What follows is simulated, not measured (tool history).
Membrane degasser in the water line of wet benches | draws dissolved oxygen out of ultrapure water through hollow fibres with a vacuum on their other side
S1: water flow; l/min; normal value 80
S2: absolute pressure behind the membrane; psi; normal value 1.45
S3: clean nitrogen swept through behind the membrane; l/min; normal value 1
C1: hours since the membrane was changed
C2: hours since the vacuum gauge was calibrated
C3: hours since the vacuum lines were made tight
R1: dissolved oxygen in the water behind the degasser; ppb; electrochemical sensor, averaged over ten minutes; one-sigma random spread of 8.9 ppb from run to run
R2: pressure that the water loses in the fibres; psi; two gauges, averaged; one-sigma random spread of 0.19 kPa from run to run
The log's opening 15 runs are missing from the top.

| run | hour | S1 | S2 | S3 | C1 | C2 | C3 | R1 | R2 |
|---|---|---|---|---|---|---|---|---|---|
| 16 | 540 | 80 | 1.45 | 1.35 | 1749 | 4939 | 4939 | 753.8 | 5.685 |
| 17 | 589.1 | 80 | 1.45 | 1.35 | 1798 | 4988 | 4988 | 750.8 | 5.643 |
| 18 | 625.5 | 111 | 1.45 | 1 | 1834 | 5025 | 5025 | 1157.7 | 7.913 |
| 19 | 647.3 | 55 | 0.9 | 0.62 | 1856 | 5046 | 5046 | 428.8 | 3.926 |
| 20 | 689.9 | 53 | 2.03 | 2.47 | 1899 | 5089 | 5089 | 498.6 | 3.794 |
| 21 | 722.4 | 53 | 2.03 | 2.47 | 1931 | 5121 | 5121 | 492.2 | 3.748 |
| 22 | 746.4 | 53 | 2.03 | 2.47 | 1955 | 5146 | 5146 | 495.9 | 3.822 |
| 23 | 777.2 | 64 | 2.03 | 1.77 | 1986 | 5176 | 5176 | 761.2 | 4.596 |
|  | 818 | gauge calibrated |
|  | 820.8 | vacuum gauge calibrated |
| 24 | 822.7 | 113 | 2.39 | 0.8 | 2031 | 2 | 5221 | 2217.5 | 7.842 |
|  | 837.8 | seals of the vacuum lines changed |
| 25 | 870.1 | 112 | 3.34 | 0.8 | 2076 | 47 | 32 | 2950.7 | 7.819 |
| 26 | 913.8 | 52 | 2.86 | 2.21 | 2120 | 91 | 76 | 796.8 | 3.684 |
| 27 | 965.7 | 52 | 2.78 | 2.21 | 2172 | 143 | 128 | 769.9 | 3.613 |
| 28 | 991 | 52 | 2.78 | 2.21 | 2197 | 168 | 153 | 777.4 | 3.624 |
| 29 | 1040 | 80 | 1.45 | 1.64 | 2246 | 217 | 202 | 641.9 | 5.6 |
| 30 | 1082.5 | 80 | 1.45 | 1.65 | 2289 | 260 | 245 | 647.1 | 5.675 |
| 31 | 1107.3 | 103 | 1.45 | 1 | 2314 | 284 | 269 | 1086.5 | 7.262 |

Each row is a separate what-if for the run after 31, all from the same tool condition, not one after another. Results?
| A | 1154.8 | 86 | 0.96 | 0.92 | 2361 | 332 | 317 | ? | ? |
| B | 1154.8 | 88 | 1.15 | 2.56 | 2361 | 332 | 317 | ? | ? |
| C | 1154.8 | 83 | 2.57 | 0.57 | 2361 | 332 | 317 | ? | ? |
| D | 1154.8 | 80 | 1.45 | 0.93 | 2361 | 332 | 317 | ? | ? |

| run | R1 | R2 |
|---|---|---|
| A | 545.9 | 6.076 |
| B | 402.6 | 6.182 |
| C | 2320.5 | 5.87 |
| D | 929.4 | 5.62 |
With the hidden condition removed and each run's random variation left untouched, the same runs would have given:
| run | R1 | R2 |
|---|---|---|
| A | 545.3 | 6.002 |
| B | 402.2 | 6.106 |
| C | 2320.1 | 5.799 |
| D | 928.9 | 5.552 |
